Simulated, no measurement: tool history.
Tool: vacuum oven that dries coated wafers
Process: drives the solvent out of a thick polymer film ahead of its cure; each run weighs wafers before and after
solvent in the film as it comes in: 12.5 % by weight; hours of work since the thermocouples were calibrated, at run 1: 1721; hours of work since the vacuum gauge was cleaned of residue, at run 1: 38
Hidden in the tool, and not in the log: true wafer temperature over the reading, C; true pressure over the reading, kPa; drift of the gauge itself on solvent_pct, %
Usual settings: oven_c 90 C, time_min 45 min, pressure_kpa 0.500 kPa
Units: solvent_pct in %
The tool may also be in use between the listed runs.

run    hour  oven_c  time_min  pressure_kpa  hours of work since the thermocouples were calibrated  hours of work since the vacuum gauge was cleaned of residue  solvent_pct
  1     0.0      90        45         0.500                                                   1721                                                           38         0.72
       28.6  -- oven's thermocouples calibrated
  2    47.2     105        45         0.500                                                     12                                                           68         0.20
  3   103.6     105        45         0.500                                                     50                                                          105         0.25
  4   167.7      90        45         0.500                                                     92                                                          148         0.71
  5   252.6      90        45         0.500                                                    149                                                          204         0.73
  6   301.9      90        39         0.500                                                    182                                                          237         0.97
  7   358.2      90        39         0.500                                                    219                                                          274         0.93
  8   425.0      90        39         0.500                                                    263                                                          319         0.94
  9   488.3      90        39         0.500                                                    306                                                          361         0.93
 10   560.4      90        39         0.500                                                    353                                                          409         0.94
 11   615.8      90        45         0.500                                                    390                                                          446         0.74
 12   702.3      90        45         0.500                                                    448                                                          503         0.74
 13   782.9      90        45         0.500                                                    501                                                          557         0.74
 14   822.5      90        45         0.500                                                    528                                                          583         0.71
 15   864.6      90        45         0.500                                                    556                                                          611         0.75
 16   902.4      90        45         0.500                                                    581                                                          636         0.73
 17   968.0      90        45         0.500                                                    624                                                          680         0.73
 18  1030.2     102        45         0.500                                                    666                                                          721         0.25
 19  1116.4      90        45         0.500                                                    723                                                          778         0.71
 20  1167.0      90        45         1.644                                                    757                                                          812         1.52
 21  1216.4      90        45         0.500                                                    789                                                          845         0.72
 22  1292.8      90        45         0.500                                                    840                                                          895         0.75
 23  1338.3      90        45         0.500                                                    870                                                          926         0.72
 24  1391.3      90        45         0.500                                                    906                                                          961         0.74
 25  1463.5     103        67         0.500                                                    954                                                         1009         0.23
 26  1518.8      80        77         1.459                                                    990                                                         1046         1.89
 27  1599.7      95        33         1.164                                                   1044                                                         1099         1.12
 28  1634.5      90        28         0.325                                                   1067                                                         1123         1.51
 29  1695.5     100        28         0.325                                                   1108                                                         1163         0.54
 30  1737.3      97        27         0.689                                                   1135                                                         1191         1.01
 31  1774.6      76        30         0.255                                                   1160                                                         1216         3.63
 32  1835.1      76        30         0.255                                                   1200                                                         1256         3.65
 33  1910.7      76        30         0.255                                                   1251                                                         1306         3.63
 34  1973.3      90        66         0.678                                                   1292                                                         1348         0.57
 35  2023.7      90        66         0.678                                                   1326                                                         1381         0.59
 36  2108.4      90        44         0.678                                                   1382                                                         1437         0.89
 37  2143.9      99        56         0.485                                                   1406                                                         1461         0.26
 38  2222.2      87        56         0.662                                                   1458                                                         1513         0.83
 39  2304.8      98        56         0.442                                                   1513                                                         1568         0.27
 40  2372.3      98        29         0.308                                                   1557                                                         1613         0.65
 41  2418.2     104        71         1.662                                                   1588                                                         1643         0.70
 42  2503.9      75        45         0.340                                                   1645                                                         1700         2.51
 43  2548.8      75        45         0.340                                                   1675                                                         1730         2.51
 44  2602.5      75        45         0.340                                                   1710                                                         1766         2.50
     2641.7  -- oven's thermocouples calibrated
 45  2677.4      75        45         0.340                                                     24                                                         1814         2.52
 46  2712.6      75        45         0.340                                                     47                                                         1838         2.51

4 ways to go on from here, each from the tool as it stands after run 46. What would each give?
  A  2760.9      90        33         0.500                                                     79                                                         1870            ?
  B  2760.9      75        54         0.358                                                     79                                                         1870            ?
  C  2760.9      90        29         0.500                                                     79                                                         1870            ?
  D  2760.9      75        35         0.340                                                     79                                                         1870            ?

run  solvent_pct
  A         1.25
  B         2.00
  C         1.58
  D         3.33
Without the tool's hidden state the same runs would have given:
run  solvent_pct
  A         1.25
  B         2.00
  C         1.58
  D         3.32

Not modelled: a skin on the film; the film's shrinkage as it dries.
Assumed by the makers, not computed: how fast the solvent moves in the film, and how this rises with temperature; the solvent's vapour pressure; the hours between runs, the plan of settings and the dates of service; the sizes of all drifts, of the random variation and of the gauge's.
